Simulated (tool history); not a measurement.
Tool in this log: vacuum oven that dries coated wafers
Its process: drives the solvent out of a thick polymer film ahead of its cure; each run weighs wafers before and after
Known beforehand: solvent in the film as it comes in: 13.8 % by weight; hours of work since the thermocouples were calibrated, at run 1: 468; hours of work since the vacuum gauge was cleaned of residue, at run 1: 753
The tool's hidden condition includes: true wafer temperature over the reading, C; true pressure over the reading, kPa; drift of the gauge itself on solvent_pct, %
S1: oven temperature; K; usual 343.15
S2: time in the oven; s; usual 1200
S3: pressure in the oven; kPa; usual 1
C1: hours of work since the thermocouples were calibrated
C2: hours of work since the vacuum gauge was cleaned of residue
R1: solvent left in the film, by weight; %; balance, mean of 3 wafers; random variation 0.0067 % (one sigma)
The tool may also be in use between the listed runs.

run   hour      S1    S2    S3   C1    C2     R1
  1      0  343.15  1200     1  468   753  1.112
  2   22.1  343.15  1200     1  481   766  1.116
  3   53.6  343.15  1200  0.73  499   785  1.014
  4   67.8  331.15  1200     1  507   793  3.866
  5   82.3  343.15  1200  0.56  516   801  0.953
  6   98.8  343.15  1200  0.56  525   811   0.96
  7  118.5  343.15  1200  0.56  537   822  0.953
  8  148.8  343.15  1200  0.56  555   840  0.961
  9  175.9  343.15  1200  0.56  570   856  0.945
 10  202.7  343.15  1200     1  586   872  1.107
 11  231.1  343.15  1200     1  603   888  1.107
 12    249  343.15  1200     1  613   899  1.101
 13  276.5  343.15  1200     1  629   915   1.11
 14  291.9  343.15  1200     1  638   924   1.11
 15  325.4  343.15  1200     1  658   943  1.116
 16  354.7  343.15  1200     1  675   960  1.099
 17  368.8  343.15  1200     1  683   969   1.11
 18  387.9  343.15  1200     1  694   980    1.1
       392  -- oven's thermocouples calibrated
 19  407.9  332.15  1200     1    9   990   3.54
 20  436.8  348.15  1200     1   26  1007  0.576
 21  465.4  348.15  1200     1   43  1024  0.581
 22    486  336.15  1200  0.56   55  1036  2.276
 23  514.6  336.15  1200  0.56   72  1053  2.272
 24  534.1  336.15  1200  0.56   83  1064  2.266
 25  555.1  334.15  1140  1.84   95  1076  3.538
     562.9  -- oven's thermocouples calibrated, once more
 26  574.7  356.15  1500  2.49    7  1086  0.572
 27  609.5  357.15  1680   0.7   27  1107  0.171
 28  632.6  343.15   900     1   41  1120  1.664
 29  649.7  329.15  1200     1   51  1130  4.263
 30  666.9  332.15  1020  1.05   61  1140  4.023
 31  698.7  332.15  1020  1.05   79  1159  4.021
 32  720.7  330.15  1560     1   92  1172  3.001
 33  738.3  347.15  1200  0.95  102  1182  0.609
 34  767.6  343.15  1200  2.66  120  1199   1.59
 35  793.8  343.15  1200  2.66  135  1214   1.59
 36  823.7  343.15  1140  0.87  152  1232  1.054
 37  848.5  345.15  1200  1.39  167  1246  0.917
 38  867.8  355.15  1260  3.94  178  1258  0.916
 39  896.9  355.15  1260  3.94  195  1275  0.908
 40  922.8  343.15  1200     1  210  1290  1.022
 41  946.3  329.15  1020  1.42  224  1303  5.068

Measured result minus the same run's result without the hidden state. Both carry the same run-to-run variation, though not necessarily the same gauge scatter:
run      R1
  1  +0.054
  2  +0.053
  3  +0.051
  4  +0.081
  5   +0.05
  6   +0.05
  7  +0.048
  8  +0.048
  9  +0.046
 10  +0.046
 11  +0.045
 12  +0.045
 13  +0.044
 14  +0.043
 15  +0.041
 16  +0.041
 17  +0.041
 18  +0.039
 19  +0.043
 20  +0.033
 21  +0.033
 22  +0.035
 23  +0.033
 24  +0.032
 25  +0.027
 26  +0.015
 27  +0.025
 28  -0.075
 29  -0.118
 30  -0.123
 31  -0.127
 32  -0.104
 33  -0.007
 34  -0.052
 35  -0.053
 36  -0.049
 37  -0.027
 38  +0.005
 39  +0.005
 40  -0.044
 41  -0.153

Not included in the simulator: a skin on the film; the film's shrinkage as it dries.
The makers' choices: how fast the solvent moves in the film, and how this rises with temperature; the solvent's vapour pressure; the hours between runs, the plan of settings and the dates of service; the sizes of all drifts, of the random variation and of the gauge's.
